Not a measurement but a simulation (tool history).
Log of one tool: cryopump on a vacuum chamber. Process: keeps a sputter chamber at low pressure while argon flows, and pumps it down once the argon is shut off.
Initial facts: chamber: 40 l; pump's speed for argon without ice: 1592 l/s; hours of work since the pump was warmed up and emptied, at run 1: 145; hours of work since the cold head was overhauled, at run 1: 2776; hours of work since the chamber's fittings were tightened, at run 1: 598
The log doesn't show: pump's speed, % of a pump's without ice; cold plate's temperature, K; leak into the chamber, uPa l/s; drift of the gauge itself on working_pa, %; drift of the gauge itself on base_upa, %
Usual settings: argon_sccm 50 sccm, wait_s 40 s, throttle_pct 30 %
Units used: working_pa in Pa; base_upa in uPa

run     day  argon_sccm  wait_s  throttle_pct  hours of work since the pump was warmed up and emptied  hours of work since the cold head was overhauled  hours of work since the chamber's fittings were tightened  working_pa  base_upa
  1   0.000          50      40            30                                                     145                                              2776                                                        598      0.1799      2.46
  2   1.817          50      40            30                                                     183                                              2814                                                        637      0.1813      2.40
  3   4.588          50      40            30                                                     242                                              2873                                                        695      0.1829      2.47
  4   7.425          50      40            30                                                     302                                              2933                                                        755      0.1842      2.59
  5   8.954          72      40            30                                                     334                                              2965                                                        787      0.2655      2.59
     11.883  -- pump warmed up, emptied and cooled again
  6  12.625          33      40            30                                                      16                                              3038                                                        861      0.1178      2.55
  7  14.612          33      40            30                                                      58                                              3080                                                        902      0.1176      2.65
  8  17.133          33     110            30                                                     111                                              3133                                                        956      0.1193      1.57
  9  20.112          33     110            21                                                     174                                              3196                                                       1019      0.1698      1.69
 10  22.767          95     163            25                                                     230                                              3253                                                       1075      0.4147      1.60
 11  25.508          50      44            21                                                     288                                              3310                                                       1133      0.2593      2.80
 12  28.596          20      91            22                                                     353                                              3376                                                       1198      0.0992      2.01
     30.554  -- pump warmed up, emptied and cooled again
 13  31.721          21     158            33                                                      25                                              3437                                                       1259      0.0687      1.65
 14  34.938          22      40            23                                                      93                                              3505                                                       1327      0.1027      3.04
 15  37.783          24      40            44                                                     153                                              3565                                                       1387      0.0606      3.11

Describe how what the log doesn't record of the tool's condition differs between the last listed run preceding each entry between runs and the first listed run following it.
Run 5 -> run 6: pump warmed up, emptied and cooled again (day 11.883)
  pump's speed, % of a pump's without ice: 89.5 -> 99.4; cold plate's temperature, K: 13.26 -> 13.29; leak into the chamber, uPa l/s: 1293 -> 1394
  measured minus no-state result, working_pa: +0.0111 -> +0.0012 Pa; base_upa: +0.74 -> +0.71 uPa
Run 12 -> run 13: pump warmed up, emptied and cooled again (day 30.554)
  pump's speed, % of a pump's without ice: 88.6 -> 98.2; cold plate's temperature, K: 13.38 -> 13.4; leak into the chamber, uPa l/s: 1845 -> 1931
  measured minus no-state result, working_pa: +0.0034 -> +0.0010 Pa; base_upa: +1.10 -> +1.06 uPa
